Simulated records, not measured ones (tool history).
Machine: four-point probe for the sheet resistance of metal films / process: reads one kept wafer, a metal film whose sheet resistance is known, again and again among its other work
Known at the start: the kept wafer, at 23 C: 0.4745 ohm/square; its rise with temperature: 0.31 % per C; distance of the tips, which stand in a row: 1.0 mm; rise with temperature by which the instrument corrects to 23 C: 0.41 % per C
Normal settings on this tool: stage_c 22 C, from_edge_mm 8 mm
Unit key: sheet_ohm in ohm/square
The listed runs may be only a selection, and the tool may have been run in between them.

run 1 hour=0 | stage_c=22 from_edge_mm=8 | sheet_ohm=0.477494
run 2 hour=60.1 | stage_c=22 from_edge_mm=8 | sheet_ohm=0.477732
run 3 hour=112.8 | stage_c=18 from_edge_mm=8 | sheet_ohm=0.479571
run 4 hour=159.7 | stage_c=22 from_edge_mm=18 | sheet_ohm=0.474287
run 5 hour=228.6 | stage_c=19 from_edge_mm=8 | sheet_ohm=0.47891
run 6 hour=270.5 | stage_c=19 from_edge_mm=8 | sheet_ohm=0.479246
run 7 hour=345.6 | stage_c=22 from_edge_mm=58 | sheet_ohm=0.473664
run 8 hour=389.1 | stage_c=22 from_edge_mm=58 | sheet_ohm=0.473884
run 9 hour=423.6 | stage_c=33 from_edge_mm=34 | sheet_ohm=0.469067
run 10 hour=473.4 | stage_c=22 from_edge_mm=4 | sheet_ohm=0.489179
run 11 hour=504.6 | stage_c=23 from_edge_mm=13 | sheet_ohm=0.474769
run 12 hour=546.1 | stage_c=23 from_edge_mm=13 | sheet_ohm=0.47468
run 13 hour=609.3 | stage_c=21 from_edge_mm=9 | sheet_ohm=0.477378
run 14 hour=654.8 | stage_c=21 from_edge_mm=9 | sheet_ohm=0.477265
run 15 hour=695 | stage_c=21 from_edge_mm=9 | sheet_ohm=0.477376
run 16 hour=728.4 | stage_c=22 from_edge_mm=17 | sheet_ohm=0.474753

Taken out of this log: 1 entry between the listed runs. Where each belongs, and how the hidden state differs across it:
Runs 7 to 8: stage's thermometer calibrated (hour 351.5)
  inner tips' distance over the nominal, %: -0.302 -> -0.304; tips' flats over new ones', %: 19 -> 20; wafer's true temperature over the reading, C: 0.16 -> 0.25
  measured result minus the result with no hidden state, sheet_ohm: -0.00131 -> -0.001185 ohm/square

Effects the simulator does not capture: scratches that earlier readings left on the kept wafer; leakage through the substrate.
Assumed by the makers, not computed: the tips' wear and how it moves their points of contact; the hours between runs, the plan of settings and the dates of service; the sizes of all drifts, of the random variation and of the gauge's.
